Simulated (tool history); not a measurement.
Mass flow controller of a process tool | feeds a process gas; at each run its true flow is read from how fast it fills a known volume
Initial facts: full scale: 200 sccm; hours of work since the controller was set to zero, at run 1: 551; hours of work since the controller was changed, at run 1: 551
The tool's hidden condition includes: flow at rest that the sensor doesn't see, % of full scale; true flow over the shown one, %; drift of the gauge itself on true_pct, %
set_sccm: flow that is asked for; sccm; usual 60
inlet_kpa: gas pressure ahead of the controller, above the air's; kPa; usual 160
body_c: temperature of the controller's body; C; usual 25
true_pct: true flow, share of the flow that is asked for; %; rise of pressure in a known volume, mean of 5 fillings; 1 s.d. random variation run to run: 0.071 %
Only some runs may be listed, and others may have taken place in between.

run,hour,set_sccm,inlet_kpa,body_c,hours of work since the controller was set to zero,hours of work since the controller was changed,true_pct
1,0,60,160,25,551,551,99.86
2,70.9,60,160,25,597,597,99.95
3,121.3,60,160,25,630,630,99.84
4,176.9,60,160,22,666,666,100.07
5,243.6,60,141,25,709,709,99.86
6,290.4,60,141,25,739,739,99.87
7,328.3,60,160,25,764,764,99.98
8,380.2,60,160,25,797,797,99.88
9,420.6,60,160,25,823,823,99.83
10,478,98,140,25,861,861,99.74
11,510.2,70,160,25,881,881,99.72
12,577.4,139,211,31,925,925,99.4
13,626.1,76,195,24,956,956,100.01
14,667.4,26,211,23,983,983,100.83
15,742.4,197,160,25,1032,1032,99.97
16,786.8,95,190,25,1060,1060,99.86
17,841.8,95,190,25,1096,1096,99.85

Selected run-to-run steps in true_pct, each split into two signed amounts: the part the tool would show with no hidden state at all (from settings, incoming material and random variation), and the remainder, which goes to the hidden state together with any gauge scatter not common to the measured and the hidden-state-free results:
Run 14 -> 15: set_sccm 26 -> 197, inlet_kpa 211 -> 160, body_c 23 -> 25. true_pct -0.86 %: hidden state -0.91, all else +0.05.
